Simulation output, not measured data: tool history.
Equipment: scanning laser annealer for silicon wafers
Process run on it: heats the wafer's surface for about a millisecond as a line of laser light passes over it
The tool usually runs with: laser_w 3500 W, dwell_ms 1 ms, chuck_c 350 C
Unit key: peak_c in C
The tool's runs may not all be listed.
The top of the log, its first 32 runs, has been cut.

| run | hour | laser_w | dwell_ms | chuck_c | peak_c |
|---|---|---|---|---|---|
| 33 | 1996.6 | 3245 | 1 | 382 | 1113 |
| 34 | 2052.6 | 3500 | 0.71 | 313 | 961 |
| 35 | 2125.8 | 3077 | 0.71 | 321 | 890 |
|  | 2149.3 | optics aligned, line set to its width |
| 36 | 2183 | 3077 | 0.71 | 321 | 893 |
| 37 | 2261.7 | 3500 | 0.96 | 374 | 1142 |
| 38 | 2323.5 | 3305 | 1.01 | 314 | 1061 |
|  | 2350.1 | window over the wafer cleaned |
| 39 | 2392.7 | 3305 | 1.07 | 360 | 1133 |
| 40 | 2483.2 | 3305 | 1.07 | 360 | 1133 |

Branching from run 40: 5 alternative next runs. What would each branch give?
| A | 2537.7 | 3796 | 1 | 312 | ? |
| B | 2537.7 | 3500 | 1 | 371 | ? |
| C | 2537.7 | 3238 | 0.98 | 364 | ? |
| D | 2537.7 | 3500 | 0.88 | 350 | ? |
| E | 2537.7 | 3667 | 1.07 | 323 | ? |

| run | peak_c |
|---|---|
| A | 1168 |
| B | 1159 |
| C | 1086 |
| D | 1084 |
| E | 1183 |
The same runs, with their run-to-run variation unchanged, on a tool lacking any hidden condition would have given:
| run | peak_c |
|---|---|
| A | 1168 |
| B | 1159 |
| C | 1086 |
| D | 1084 |
| E | 1184 |

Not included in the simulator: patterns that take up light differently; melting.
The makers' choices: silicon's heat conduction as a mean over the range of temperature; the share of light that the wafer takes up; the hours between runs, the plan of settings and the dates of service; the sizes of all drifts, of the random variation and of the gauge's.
